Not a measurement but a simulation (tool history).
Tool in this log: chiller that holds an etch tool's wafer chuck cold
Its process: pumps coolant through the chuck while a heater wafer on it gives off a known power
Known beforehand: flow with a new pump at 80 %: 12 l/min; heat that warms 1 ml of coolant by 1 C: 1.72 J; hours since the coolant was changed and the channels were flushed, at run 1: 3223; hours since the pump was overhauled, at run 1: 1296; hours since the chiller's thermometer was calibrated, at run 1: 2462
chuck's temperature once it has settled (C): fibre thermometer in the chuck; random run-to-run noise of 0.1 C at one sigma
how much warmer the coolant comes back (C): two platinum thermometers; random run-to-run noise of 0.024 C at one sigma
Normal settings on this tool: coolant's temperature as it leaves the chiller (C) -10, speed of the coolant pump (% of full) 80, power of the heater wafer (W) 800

| run | hour | coolant's temperature as it leaves the chiller (C) | speed of the coolant pump (% of full) | power of the heater wafer (W) | hours since the coolant was changed and the channels were flushed | hours since the pump was overhauled | hours since the chiller's thermometer was calibrated | chuck's temperature once it has settled (C) | how much warmer the coolant comes back (C) |
|---|---|---|---|---|---|---|---|---|---|
| 1 | 0 | -10 | 80 | 800 | 3223 | 1296 | 2462 | -2.6 | 2.41 |
| 2 | 68.8 | -10 | 80 | 800 | 3292 | 1365 | 2531 | -2.7 | 2.41 |
| 3 | 196.6 | -10 | 80 | 800 | 3420 | 1493 | 2659 | -2.3 | 2.42 |
| 4 | 288.8 | -10 | 80 | 800 | 3512 | 1585 | 2751 | -2.5 | 2.39 |
| 5 | 420.5 | -10 | 80 | 800 | 3644 | 1717 | 2882 | -2.3 | 2.42 |
| 6 | 478.6 | -10 | 80 | 800 | 3702 | 1775 | 2941 | -2.2 | 2.45 |
| 7 | 595.3 | -10 | 90 | 800 | 3819 | 1892 | 3057 | -2.9 | 2.15 |
| 8 | 665.4 | -10 | 80 | 800 | 3889 | 1962 | 3127 | -2.2 | 2.42 |
| 9 | 774.2 | -10 | 80 | 800 | 3998 | 2070 | 3236 | -1.9 | 2.48 |
|  | 855.4 | coolant changed, channels flushed |
| 10 | 880.8 | -10 | 80 | 800 | 25 | 2171 | 3337 | -2.8 | 2.47 |
| 11 | 995.7 | -10 | 80 | 800 | 140 | 2286 | 3452 | -3 | 2.5 |
| 12 | 1091.8 | -10 | 80 | 800 | 236 | 2382 | 3548 | -3.1 | 2.5 |
| 13 | 1152.4 | -10 | 72 | 800 | 297 | 2443 | 3608 | -2.5 | 2.77 |
| 14 | 1229.4 | -10 | 72 | 800 | 374 | 2520 | 3685 | -2.1 | 2.84 |
| 15 | 1296 | -10 | 72 | 800 | 441 | 2586 | 3752 | -2.2 | 2.79 |
| 16 | 1424.5 | -10 | 80 | 930 | 569 | 2715 | 3880 | -1.6 | 2.87 |
| 17 | 1487.6 | -4 | 100 | 930 | 632 | 2778 | 3944 | 3.2 | 2.27 |
| 18 | 1550.7 | -12 | 85 | 415 | 695 | 2841 | 4007 | -7.9 | 1.24 |
| 19 | 1646.1 | -13 | 68 | 606 | 791 | 2936 | 4102 | -6.5 | 2.29 |
| 20 | 1789.2 | -13 | 68 | 606 | 934 | 3079 | 4245 | -6.3 | 2.28 |
| 21 | 1903.4 | -13 | 96 | 606 | 1048 | 3194 | 4359 | -7.8 | 1.59 |
| 22 | 2020 | -11 | 96 | 1109 | 1165 | 3310 | 4476 | -1.7 | 2.94 |
| 23 | 2105.4 | -10 | 93 | 1087 | 1250 | 3396 | 4561 | -0.8 | 2.97 |
| 24 | 2204.9 | -9 | 73 | 923 | 1349 | 3495 | 4661 | 0.5 | 3.3 |
| 25 | 2317.3 | -16 | 61 | 502 | 1462 | 3608 | 4773 | -9.7 | 2.18 |
|  | 2385 | chiller's thermometer calibrated |
| 26 | 2408.4 | -10 | 61 | 895 | 1552 | 3698 | 23 | 0 | 3.88 |
| 27 | 2477.8 | -10 | 61 | 895 | 1621 | 3767 | 93 | -0.1 | 3.89 |
| 28 | 2539.2 | -8 | 100 | 887 | 1683 | 3828 | 154 | -1.2 | 2.25 |
| 29 | 2650.5 | -8 | 100 | 887 | 1794 | 3940 | 265 | -1.1 | 2.32 |
| 30 | 2763 | -14 | 100 | 546 | 1907 | 4052 | 378 | -9.9 | 1.38 |
| 31 | 2891.5 | -16 | 99 | 800 | 2035 | 4181 | 506 | -9.9 | 2.12 |
| 32 | 2959.5 | -16 | 99 | 800 | 2103 | 4249 | 574 | -9.4 | 2.09 |

Entry by entry between the runs, the difference in hidden state between the last listed run before and the first listed run after:
Run 9 -> run 10: coolant changed, channels flushed (hour 855.4)
  heat passed by the chuck's channels, % of clean ones': 83.9 -> 99.8; flow at a given pump speed, % of a new pump's: 94.7 -> 94.5; coolant's true temperature over the reading, C: 0.59 -> 0.61
  measured minus no-state result, chuck's temperature once it has settled (C): +1.8 -> +0.9; how much warmer the coolant comes back (C): +0.13 -> +0.13
Run 25 -> run 26: chiller's thermometer calibrated (hour 2385)
  heat passed by the chuck's channels, % of clean ones': 94 -> 93.7; flow at a given pump speed, % of a new pump's: 90.1 -> 89.8; coolant's true temperature over the reading, C: 0.89 -> 0.16
  measured minus no-state result, chuck's temperature once it has settled (C): +1.5 -> +1.4; how much warmer the coolant comes back (C): +0.22 -> +0.4
